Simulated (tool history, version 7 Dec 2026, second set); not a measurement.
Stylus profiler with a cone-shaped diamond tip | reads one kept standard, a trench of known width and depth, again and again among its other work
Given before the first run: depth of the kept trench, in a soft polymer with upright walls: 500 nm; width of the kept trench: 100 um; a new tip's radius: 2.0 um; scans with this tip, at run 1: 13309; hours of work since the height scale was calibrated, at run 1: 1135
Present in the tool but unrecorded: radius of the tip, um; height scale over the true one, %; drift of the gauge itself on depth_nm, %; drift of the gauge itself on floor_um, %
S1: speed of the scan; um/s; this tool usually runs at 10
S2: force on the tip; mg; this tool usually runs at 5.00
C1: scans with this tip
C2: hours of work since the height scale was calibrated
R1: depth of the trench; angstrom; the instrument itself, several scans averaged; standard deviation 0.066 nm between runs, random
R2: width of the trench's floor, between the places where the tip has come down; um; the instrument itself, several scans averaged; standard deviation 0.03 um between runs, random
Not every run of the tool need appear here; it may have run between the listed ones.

run 1 day=0.000 | S1=10 S2=5.00 | C1=13309 C2=1135 | R1=5104.8 R2=97.33
run 2 day=1.542 | S1=10 S2=8.14 | C1=13599 C2=1160 | R1=5144.9 R2=97.31
run 3 day=2.671 | S1=10 S2=8.14 | C1=13812 C2=1178 | R1=5145.1 R2=97.36
run 4 day=3.512 | S1=10 S2=5.00 | C1=13970 C2=1192 | R1=5104.6 R2=97.27
run 5 day=4.321 | S1=3 S2=5.00 | C1=14123 C2=1205 | R1=5106.0 R2=97.38
run 6 day=5.550 | S1=10 S2=5.00 | C1=14354 C2=1224 | R1=5104.8 R2=97.31
run 7 day=7.038 | S1=10 S2=5.00 | C1=14634 C2=1248 | R1=5104.5 R2=97.35
run 8 day=7.896 | S1=10 S2=5.00 | C1=14796 C2=1262 | R1=5104.6 R2=97.31
run 9 day=8.688 | S1=10 S2=5.00 | C1=14944 C2=1275 | R1=5105.3 R2=97.31
run 10 day=9.838 | S1=34 S2=5.00 | C1=15161 C2=1293 | R1=5105.2 R2=97.27
run 11 day=11.658 | S1=10 S2=5.00 | C1=15504 C2=1322 | R1=5104.2 R2=97.30
run 12 day=13.421 | S1=10 S2=5.00 | C1=15836 C2=1351 | R1=5105.1 R2=97.33
run 13 day=14.521 | S1=7 S2=5.00 | C1=16043 C2=1368 | R1=5105.9 R2=97.34
run 14 day=15.829 | S1=7 S2=5.00 | C1=16289 C2=1389 | R1=5105.7 R2=97.33
run 15 day=16.683 | S1=7 S2=5.00 | C1=16449 C2=1403 | R1=5104.7 R2=97.33
run 16 day=17.504 | S1=10 S2=14.88 | C1=16604 C2=1416 | R1=5217.5 R2=97.31
run 17 day=19.321 | S1=10 S2=14.88 | C1=16946 C2=1445 | R1=5216.2 R2=97.32
run 18 day=20.179 | S1=10 S2=14.88 | C1=17108 C2=1459 | R1=5217.6 R2=97.34
run 19 day=21.517 | S1=10 S2=6.43 | C1=17360 C2=1481 | R1=5125.3 R2=97.30
run 20 day=22.571 | S1=10 S2=6.43 | C1=17558 C2=1498 | R1=5124.6 R2=97.34
run 21 day=23.892 | S1=3 S2=7.63 | C1=17806 C2=1519 | R1=5138.6 R2=97.32
run 22 day=25.558 | S1=3 S2=7.63 | C1=18120 C2=1546 | R1=5138.3 R2=97.31
run 23 day=27.279 | S1=9 S2=3.20 | C1=18445 C2=1573 | R1=5077.2 R2=97.31
run 24 day=28.821 | S1=25 S2=1.81 | C1=18735 C2=1598 | R1=5052.8 R2=97.22
run 25 day=30.038 | S1=9 S2=13.06 | C1=18964 C2=1618 | R1=5199.1 R2=97.26
run 26 day=30.929 | S1=9 S2=13.06 | C1=19131 C2=1632 | R1=5199.6 R2=97.26
run 27 day=32.338 | S1=17 S2=1.75 | C1=19396 C2=1654 | R1=5052.5 R2=97.24
run 28 day=33.417 | S1=2 S2=1.96 | C1=19600 C2=1672 | R1=5056.4 R2=97.29
run 29 day=35.117 | S1=2 S2=4.38 | C1=19920 C2=1699 | R1=5095.6 R2=97.29
run 30 day=36.888 | S1=13 S2=3.76 | C1=20253 C2=1727 | R1=5086.6 R2=97.31
run 31 day=38.283 | S1=4 S2=7.63 | C1=20516 C2=1750 | R1=5139.2 R2=97.31
run 32 day=39.717 | S1=3 S2=8.14 | C1=20785 C2=1773 | R1=5146.0 R2=97.34
run 33 day=40.571 | S1=4 S2=1.77 | C1=20946 C2=1787 | R1=5052.5 R2=97.32

What will run 34 give?
run 34 day=41.846 | S1=22 S2=11.33 | C1=21186 C2=1807 | R1=? R2=?

R1: 5181.1 angstrom
R2: 97.29 um
If the tool had no hidden condition, the same run with the same run-to-run variation would have returned R1 5180.9 angstrom, R2 97.31 um.
